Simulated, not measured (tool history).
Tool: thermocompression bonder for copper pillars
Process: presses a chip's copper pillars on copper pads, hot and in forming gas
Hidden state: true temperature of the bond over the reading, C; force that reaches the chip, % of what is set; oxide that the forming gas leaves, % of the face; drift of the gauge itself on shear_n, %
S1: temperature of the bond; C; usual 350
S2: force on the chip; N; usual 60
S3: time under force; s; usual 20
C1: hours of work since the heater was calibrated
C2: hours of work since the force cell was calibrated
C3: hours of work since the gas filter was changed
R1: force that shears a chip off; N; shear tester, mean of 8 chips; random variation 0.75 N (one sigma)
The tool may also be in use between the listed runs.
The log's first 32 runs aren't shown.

run,day,S1,S2,S3,C1,C2,C3,R1
33,18.742,341,74,20,242,220,125,54.3
34,19.392,341,74,20,251,228,133,54.4
35,20.188,341,74,20,260,238,143,54.1
36,20.662,350,47,11,266,244,149,34.3
37,21.371,350,47,11,275,253,158,34.8
38,21.946,350,45,38,282,260,165,52.9
39,22.875,350,50,52,294,272,177,63.7
# day 23.158: forming gas filter changed
40,23.325,323,49,24,299,277,2,33.6

Forecast each of these 4 alternatives for the next run:
A,23.838,329,71,24,305,283,8,?
B,23.838,334,60,48,305,283,8,?
C,23.838,376,49,20,305,283,8,?
D,23.838,376,49,24,305,283,8,?

run,R1
A,48.4
B,60.3
C,62.9
D,67.2
Without the tool's hidden state the same runs would have given:
run,R1
A,50.5
B,62.6
C,65.2
D,69.6
